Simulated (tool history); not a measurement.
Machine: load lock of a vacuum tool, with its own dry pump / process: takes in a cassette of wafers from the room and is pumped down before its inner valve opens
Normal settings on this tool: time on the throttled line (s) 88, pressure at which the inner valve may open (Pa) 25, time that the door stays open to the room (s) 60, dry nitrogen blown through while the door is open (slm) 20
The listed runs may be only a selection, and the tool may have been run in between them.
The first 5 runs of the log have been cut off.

run     day  time on the throttled line (s)  pressure at which the inner valve may open (Pa)  time that the door stays open to the room (s)  dry nitrogen blown through while the door is open (slm)  hours that the pump has run since its overhaul  times that the door has closed on its seal  incoming humidity of the room's air, %  time from the closed door until the inner valve may open (s)  rise of the pressure with all valves shut (Pa/min)
  6  15.096                              88                                               25                                             77                                                       20                                           10075                                       12449                                    45.4                                                         186.4                                               0.069
  7  17.242                              88                                               25                                             60                                                       20                                           10127                                       12611                                    47.7                                                         185.1                                               0.067
  8  20.704                              73                                               25                                             60                                                       20                                           10210                                       12872                                    47.9                                                           176                                               0.062
  9  22.492                              73                                               25                                             60                                                       20                                           10253                                       13007                                    46.3                                                         176.5                                               0.062
 10  24.062                              73                                               25                                             60                                                       20                                           10290                                       13125                                    47.3                                                           176                                               0.065
 11  27.433                              73                                               25                                             60                                                       20                                           10371                                       13379                                    46.8                                                         175.8                                               0.061
 12  29.929                              73                                               25                                             60                                                       20                                           10431                                       13568                                    38.9                                                         179.1                                                0.06
 13  32.404                              73                                               24                                             60                                                       20                                           10491                                       13754                                      42                                                         177.8                                                0.07
 14  34.854                              73                                               24                                             60                                                       20                                           10549                                       13939                                    45.5                                                         176.6                                               0.064
 15  36.683                              88                                               25                                             60                                                       20                                           10593                                       14077                                    45.4                                                         186.3                                                0.07
 16  40.204                              88                                               25                                             60                                                       20                                           10678                                       14342                                    46.1                                                         186.7                                               0.066
 17  43.612                              88                                               25                                             60                                                       20                                           10760                                       14599                                    43.2                                                         186.9                                                0.07
 18  45.917                              88                                               25                                             60                                                       20                                           10815                                       14773                                    41.8                                                         187.9                                               0.069
 19  48.654                              88                                               25                                             60                                                       13                                           10881                                       14980                                    42.5                                                         187.9                                               0.081
 20  52.462                             159                                               35                                            226                                                       14                                           10972                                       15267                                    46.4                                                           229                                               0.115
 21  54.533                             159                                               35                                            226                                                       14                                           11022                                       15423                                    43.1                                                         227.9                                               0.111
 22   56.75                             159                                               35                                            226                                                       14                                           11075                                       15590                                    45.8                                                         228.7                                               0.115

Expected results for the next run?
 23  58.646                             159                                               35                                            226                                                       14                                           11120                                       15733                                      43                                                             ?                                                   ?

{"run 23": {"time from the closed door until the inner valve may open (s)": 229.6, "rise of the pressure with all valves shut (Pa/min)": 0.112}}
Had the tool carried no hidden state, the very same run would have given time from the closed door until the inner valve may open (s) 214.1, rise of the pressure with all valves shut (Pa/min) 0.074.

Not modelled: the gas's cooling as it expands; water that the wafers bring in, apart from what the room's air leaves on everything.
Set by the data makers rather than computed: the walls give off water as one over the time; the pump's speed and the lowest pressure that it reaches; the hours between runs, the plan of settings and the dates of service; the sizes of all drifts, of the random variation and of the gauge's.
